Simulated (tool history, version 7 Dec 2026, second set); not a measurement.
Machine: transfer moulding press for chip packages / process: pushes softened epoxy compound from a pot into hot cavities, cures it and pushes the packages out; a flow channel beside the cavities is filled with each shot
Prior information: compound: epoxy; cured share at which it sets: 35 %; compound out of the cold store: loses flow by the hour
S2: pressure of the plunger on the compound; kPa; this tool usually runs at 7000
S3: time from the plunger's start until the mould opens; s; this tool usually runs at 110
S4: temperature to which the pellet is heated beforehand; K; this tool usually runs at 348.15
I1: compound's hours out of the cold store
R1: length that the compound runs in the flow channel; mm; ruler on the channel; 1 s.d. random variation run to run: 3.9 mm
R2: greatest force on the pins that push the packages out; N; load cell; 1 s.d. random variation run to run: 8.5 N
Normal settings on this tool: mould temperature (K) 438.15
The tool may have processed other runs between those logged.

run 1 day=0 | mould_temperature_(K)=438.15 S2=7000 S3=110 S4=348.15 | I1=27.2 | R1=632 R2=496
run 2 day=0.425 | mould_temperature_(K)=438.15 S2=7000 S3=110 S4=338.15 | I1=37.9 | R1=609 R2=539
run 3 day=0.796 | mould_temperature_(K)=438.15 S2=7000 S3=110 S4=338.15 | I1=39.2 | R1=609 R2=576
run 4 day=1.321 | mould_temperature_(K)=438.15 S2=7000 S3=110 S4=338.15 | I1=44.3 | R1=599 R2=638
-- day=1.617 plunger's sealing rings changed
-- day=1.742 cavities cleaned with cleaning compound and waxed
run 5 day=1.9 | mould_temperature_(K)=432.15 S2=7000 S3=110 S4=348.15 | I1=26.3 | R1=681 R2=908
run 6 day=2.592 | mould_temperature_(K)=432.15 S2=7000 S3=110 S4=348.15 | I1=37.2 | R1=661 R2=946
-- day=3.146 cavities cleaned with cleaning compound and waxed, once more
run 7 day=3.146 | mould_temperature_(K)=432.15 S2=7000 S3=110 S4=348.15 | I1=23.6 | R1=679 R2=498
run 8 day=3.8 | mould_temperature_(K)=438.15 S2=7000 S3=110 S4=348.15 | I1=33.9 | R1=643 R2=499
run 9 day=4.583 | mould_temperature_(K)=438.15 S2=7000 S3=110 S4=357.15 | I1=40.9 | R1=638 R2=574
run 10 day=5.267 | mould_temperature_(K)=438.15 S2=7000 S3=110 S4=357.15 | I1=15.6 | R1=663 R2=665
-- day=5.412 cavities cleaned with cleaning compound and waxed
run 11 day=5.975 | mould_temperature_(K)=438.15 S2=7000 S3=110 S4=357.15 | I1=29.5 | R1=634 R2=501
run 12 day=6.588 | mould_temperature_(K)=438.15 S2=7000 S3=110 S4=357.15 | I1=42.7 | R1=621 R2=577
run 13 day=7.417 | mould_temperature_(K)=438.15 S2=7000 S3=110 S4=357.15 | I1=25.3 | R1=641 R2=629
-- day=7.642 cavities cleaned with cleaning compound and waxed
run 14 day=7.896 | mould_temperature_(K)=438.15 S2=7000 S3=110 S4=347.15 | I1=10.4 | R1=662 R2=436
run 15 day=8.338 | mould_temperature_(K)=433.15 S2=7270 S3=120 S4=348.15 | I1=17.7 | R1=684 R2=555
run 16 day=9.088 | mould_temperature_(K)=438.15 S2=7000 S3=134 S4=348.15 | I1=41.5 | R1=602 R2=548
run 17 day=9.729 | mould_temperature_(K)=438.15 S2=7000 S3=134 S4=348.15 | I1=16.8 | R1=648 R2=615
-- day=9.921 cavities cleaned with cleaning compound and waxed
run 18 day=10.217 | mould_temperature_(K)=446.15 S2=5820 S3=99 S4=348.15 | I1=36.4 | R1=539 R2=384
run 19 day=10.925 | mould_temperature_(K)=434.15 S2=7000 S3=138 S4=354.15 | I1=32.6 | R1=629 R2=516
run 20 day=11.508 | mould_temperature_(K)=438.15 S2=5270 S3=110 S4=351.15 | I1=38.9 | R1=526 R2=578
-- day=11.729 plunger's sealing rings changed
run 21 day=12.058 | mould_temperature_(K)=438.15 S2=5270 S3=110 S4=351.15 | I1=18.4 | R1=581 R2=627
-- day=12.25 cavities cleaned with cleaning compound and waxed
run 22 day=12.512 | mould_temperature_(K)=445.15 S2=8060 S3=110 S4=351.15 | I1=23 | R1=690 R2=371
-- day=12.821 mould's thermocouples calibrated
run 23 day=13.046 | mould_temperature_(K)=445.15 S2=8060 S3=110 S4=351.15 | I1=44.5 | R1=650 R2=471
run 24 day=13.533 | mould_temperature_(K)=445.15 S2=7350 S3=110 S4=351.15 | I1=33.3 | R1=642 R2=526

Forecast run 25:
run 25 day=14.038 | mould_temperature_(K)=438.15 S2=8000 S3=110 S4=349.15 | I1=46.4 | R1=? R2=?

Logged for run 25: R1 671 mm, R2 615 N.
The same run, on a tool lacking any hidden state, would have yielded R1 680 mm, R2 364 N.

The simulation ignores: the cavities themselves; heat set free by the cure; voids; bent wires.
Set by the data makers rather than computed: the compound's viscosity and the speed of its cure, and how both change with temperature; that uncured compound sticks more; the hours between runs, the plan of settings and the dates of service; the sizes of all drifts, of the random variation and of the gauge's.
